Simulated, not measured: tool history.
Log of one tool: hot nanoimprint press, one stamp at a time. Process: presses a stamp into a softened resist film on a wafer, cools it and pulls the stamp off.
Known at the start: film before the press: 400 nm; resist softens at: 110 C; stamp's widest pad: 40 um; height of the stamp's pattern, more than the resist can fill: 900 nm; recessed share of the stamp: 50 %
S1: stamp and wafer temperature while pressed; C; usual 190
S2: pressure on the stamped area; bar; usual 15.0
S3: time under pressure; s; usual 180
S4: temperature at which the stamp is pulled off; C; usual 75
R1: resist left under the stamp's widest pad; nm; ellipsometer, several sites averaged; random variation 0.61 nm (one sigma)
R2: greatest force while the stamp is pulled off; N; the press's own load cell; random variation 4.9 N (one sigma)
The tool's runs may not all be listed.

{"run": 1, "hour": 0.0, "S1": 190, "S2": 15.0, "S3": 180, "S4": 75, "R1": 211.6, "R2": 251}
{"run": 2, "hour": 13.7, "S1": 190, "S2": 15.0, "S3": 180, "S4": 75, "R1": 211.0, "R2": 241}
{"run": 3, "hour": 23.4, "S1": 190, "S2": 13.4, "S3": 180, "S4": 75, "R1": 219.0, "R2": 240}
{"run": 4, "hour": 35.6, "S1": 190, "S2": 13.4, "S3": 180, "S4": 63, "R1": 219.8, "R2": 300}
{"run": 5, "hour": 43.7, "S1": 190, "S2": 10.6, "S3": 180, "S4": 75, "R1": 237.3, "R2": 245}
{"run": 6, "hour": 50.6, "S1": 190, "S2": 10.6, "S3": 180, "S4": 75, "R1": 236.6, "R2": 236}
{"run": 7, "hour": 62.4, "S1": 190, "S2": 10.6, "S3": 180, "S4": 75, "R1": 235.6, "R2": 242}
{"run": 8, "hour": 76.1, "S1": 196, "S2": 15.0, "S3": 180, "S4": 75, "R1": 171.7, "R2": 238}
{"run": 9, "hour": 83.2, "S1": 196, "S2": 15.0, "S3": 180, "S4": 75, "R1": 171.8, "R2": 242}
{"run": 10, "hour": 95.1, "S1": 196, "S2": 15.0, "S3": 180, "S4": 75, "R1": 172.1, "R2": 241}
{"run": 11, "hour": 105.9, "S1": 196, "S2": 15.0, "S3": 180, "S4": 75, "R1": 170.2, "R2": 237}
{"hour": 116.1, "done": "stamp cleaned and given a new release coat"}
{"run": 12, "hour": 122.5, "S1": 195, "S2": 15.0, "S3": 180, "S4": 75, "R1": 177.7, "R2": 234}
{"run": 13, "hour": 129.9, "S1": 195, "S2": 15.0, "S3": 321, "S4": 75, "R1": 138.8, "R2": 232}
{"run": 14, "hour": 142.4, "S1": 195, "S2": 15.0, "S3": 321, "S4": 75, "R1": 139.5, "R2": 245}
{"run": 15, "hour": 154.2, "S1": 195, "S2": 15.0, "S3": 321, "S4": 75, "R1": 139.1, "R2": 243}
{"run": 16, "hour": 162.7, "S1": 190, "S2": 24.0, "S3": 180, "S4": 67, "R1": 171.4, "R2": 275}
{"run": 17, "hour": 177.9, "S1": 192, "S2": 15.0, "S3": 180, "S4": 82, "R1": 193.7, "R2": 204}
{"run": 18, "hour": 188.3, "S1": 192, "S2": 15.0, "S3": 180, "S4": 82, "R1": 194.1, "R2": 212}
{"run": 19, "hour": 198.8, "S1": 192, "S2": 14.8, "S3": 180, "S4": 74, "R1": 195.6, "R2": 251}
{"run": 20, "hour": 213.0, "S1": 195, "S2": 14.8, "S3": 180, "S4": 61, "R1": 176.1, "R2": 308}

Run 21 comes next. What will it give?
{"run": 21, "hour": 221.9, "S1": 182, "S2": 15.0, "S3": 354, "S4": 75, "R1": "?", "R2": "?"}

Run 21 gave R1 212.7 nm, R2 243 N.
Without the tool's hidden state the same run would have given R1 216.6 nm, R2 241 N.
